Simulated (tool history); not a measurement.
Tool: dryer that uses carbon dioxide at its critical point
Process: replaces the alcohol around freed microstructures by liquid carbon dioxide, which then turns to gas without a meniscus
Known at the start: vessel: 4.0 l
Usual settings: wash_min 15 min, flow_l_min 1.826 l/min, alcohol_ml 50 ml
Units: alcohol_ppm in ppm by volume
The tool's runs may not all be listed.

run,hour,wash_min,flow_l_min,alcohol_ml,alcohol_ppm
1,0,15,1.826,50,107
2,22.9,15,1.826,50,90
3,37.2,15,1.826,50,94
4,51.1,11,1.826,50,209
5,66.9,11,1.826,50,197
6,78.7,11,1.826,50,214
7,94.5,11,1.826,50,216
8,118.3,11,1.826,50,217
9,131.9,15,1.98,50,87
10,143.8,15,1.98,50,90
11,159.9,15,1.826,42,104
12,183.9,15,1.826,42,98
13,200.9,15,1.826,42,106
14,212.1,15,1.826,50,118
15,227,15,1.826,50,111
16,242.8,15,1.826,50,119
17,260.1,15,2.62,50,82
18,280.9,15,1.826,93,152
19,298.2,15,1.65,50,152
20,321,15,2.36,50,88
21,340.5,15,2.36,50,89
22,359.2,12,1.826,50,215
23,379,12,1.826,50,216
24,398.1,15,2.47,69,94
25,419,15,2.47,69,99
26,432.9,14,2.35,46,97
27,453.1,11,1.826,50,240
28,466.4,20,1.826,50,105
29,486.1,20,1.826,50,108
30,495.8,20,3.03,40,92
31,512.1,20,3.03,40,87
32,531.6,15,1.826,28,114
33,552.8,12,1.59,27,213
34,571.3,12,1.18,94,1301
35,584.6,15,1.26,81,499
36,597.2,22,2.34,46,108
37,618.9,22,1.27,57,150
38,639.2,14,2.36,39,114
39,657.4,14,2.36,39,122
40,669.7,14,1.65,30,175
41,679.7,15,1.56,83,267
42,692.1,21,1.826,58,109
43,704.4,21,1.826,58,112

Not shown: 2 entries that the log had between the listed runs. Between which runs, and how does the tool's hidden state differ before and after?
Between runs 1 and 2: inlet filter changed (hour 6.7)
  flow that reaches the vessel past the clogged filter, %: 89.6 -> 99.5; alcohol in the recycled carbon dioxide, ppm: 60.4 -> 62.2
  measured less the result without the state, alcohol_ppm: +79 -> +58 ppm by volume
Between runs 26 and 27: inlet filter changed (hour 444.3)
  flow that reaches the vessel past the clogged filter, %: 90 -> 98.7; alcohol in the recycled carbon dioxide, ppm: 91.6 -> 93
  measured less the result without the state, alcohol_ppm: +92 -> +96 ppm by volume
